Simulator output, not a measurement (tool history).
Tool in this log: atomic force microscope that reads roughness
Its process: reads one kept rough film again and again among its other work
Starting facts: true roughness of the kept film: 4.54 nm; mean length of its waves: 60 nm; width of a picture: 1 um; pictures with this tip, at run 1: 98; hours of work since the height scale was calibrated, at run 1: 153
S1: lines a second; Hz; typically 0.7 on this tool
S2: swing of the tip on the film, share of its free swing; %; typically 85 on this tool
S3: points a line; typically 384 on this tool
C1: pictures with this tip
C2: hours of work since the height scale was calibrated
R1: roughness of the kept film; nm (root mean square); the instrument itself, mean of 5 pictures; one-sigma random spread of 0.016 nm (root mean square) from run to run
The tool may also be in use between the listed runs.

| run | hour | S1 | S2 | S3 | C1 | C2 | R1 |
|---|---|---|---|---|---|---|---|
| 1 | 0 | 0.7 | 85 | 384 | 98 | 153 | 3.69 |
| 2 | 17.2 | 0.7 | 85 | 259 | 122 | 164 | 3.638 |
| 3 | 29.9 | 0.7 | 85 | 259 | 140 | 172 | 3.569 |
| 4 | 46.9 | 0.7 | 85 | 384 | 164 | 182 | 3.543 |
| 5 | 60.5 | 0.7 | 64 | 384 | 184 | 190 | 3.683 |
| 6 | 73.6 | 0.7 | 64 | 384 | 203 | 198 | 3.648 |
| 7 | 87 | 0.7 | 64 | 384 | 222 | 206 | 3.568 |
|  | 92.5 | new tip fitted |
| 8 | 104.3 | 0.895 | 85 | 384 | 17 | 217 | 3.87 |
| 9 | 121.2 | 0.7 | 85 | 384 | 41 | 227 | 3.87 |
| 10 | 130.1 | 0.7 | 85 | 384 | 53 | 232 | 3.855 |
| 11 | 138.8 | 0.598 | 85 | 384 | 66 | 238 | 3.866 |
| 12 | 151.1 | 0.598 | 85 | 384 | 83 | 245 | 3.811 |
| 13 | 168.9 | 0.7 | 85 | 366 | 109 | 256 | 3.721 |
| 14 | 185 | 0.7 | 85 | 522 | 132 | 266 | 3.656 |
| 15 | 200.3 | 0.7 | 85 | 700 | 153 | 275 | 3.621 |
| 16 | 209.5 | 0.7 | 85 | 625 | 167 | 281 | 3.565 |
| 17 | 223.9 | 0.7 | 85 | 625 | 187 | 289 | 3.519 |
| 18 | 232.2 | 1.884 | 85 | 625 | 199 | 294 | 3.096 |
| 19 | 248.5 | 3.943 | 85 | 625 | 222 | 304 | 2.556 |
|  | 254.5 | new tip fitted |
| 20 | 260.3 | 0.7 | 85 | 384 | 8 | 311 | 3.975 |
| 21 | 272.6 | 0.7 | 85 | 384 | 26 | 319 | 3.92 |
| 22 | 285.6 | 2.509 | 68 | 464 | 44 | 327 | 3.725 |
| 23 | 300.6 | 0.807 | 85 | 384 | 66 | 336 | 3.758 |
| 24 | 310.1 | 0.7 | 86 | 791 | 79 | 342 | 3.749 |
| 25 | 320.9 | 0.7 | 86 | 791 | 95 | 348 | 3.72 |
| 26 | 332.8 | 2.143 | 59 | 388 | 112 | 355 | 3.744 |
| 27 | 349.6 | 0.538 | 67 | 384 | 136 | 366 | 3.814 |
|  | 351.7 | height scale calibrated on a step standard |
| 28 | 369.4 | 0.538 | 67 | 384 | 162 | 11 | 3.758 |
| 29 | 379.4 | 1.235 | 67 | 431 | 177 | 17 | 3.649 |
| 30 | 394.6 | 1.235 | 67 | 431 | 198 | 26 | 3.609 |
| 31 | 409.8 | 1.096 | 75 | 932 | 220 | 35 | 3.486 |
|  | 417.4 | new tip fitted |
| 32 | 421.8 | 0.7 | 74 | 384 | 6 | 42 | 4.087 |
| 33 | 434.9 | 0.7 | 74 | 384 | 25 | 50 | 4.038 |
| 34 | 444.5 | 0.709 | 70 | 384 | 39 | 56 | 4.02 |
| 35 | 452.8 | 0.709 | 70 | 384 | 51 | 61 | 4.011 |
|  | 454.8 | height scale calibrated on a step standard, once more |
| 36 | 464 | 0.709 | 70 | 561 | 65 | 6 | 3.943 |
| 37 | 477 | 0.709 | 70 | 561 | 84 | 13 | 3.915 |
| 38 | 486.2 | 1.359 | 65 | 383 | 97 | 19 | 3.791 |
| 39 | 503.6 | 0.504 | 60 | 292 | 121 | 30 | 3.919 |
| 40 | 518.8 | 3.355 | 73 | 493 | 143 | 39 | 3.213 |
| 41 | 537.4 | 2.386 | 68 | 519 | 170 | 50 | 3.41 |

Branching from run 41: 4 alternative next runs. What would each branch give?
| A | 551.6 | 2.386 | 58 | 519 | 190 | 59 | ? |
| B | 551.6 | 3.637 | 86 | 384 | 190 | 59 | ? |
| C | 551.6 | 2.386 | 80 | 519 | 190 | 59 | ? |
| D | 551.6 | 0.7 | 65 | 874 | 190 | 59 | ? |

| run | R1 |
|---|---|
| A | 3.568 |
| B | 2.644 |
| C | 3.099 |
| D | 3.704 |
The same runs, with their run-to-run variation unchanged, on a tool lacking any hidden condition would have given:
| run | R1 |
|---|---|
| A | 4.078 |
| B | 3.022 |
| C | 3.543 |
| D | 4.234 |
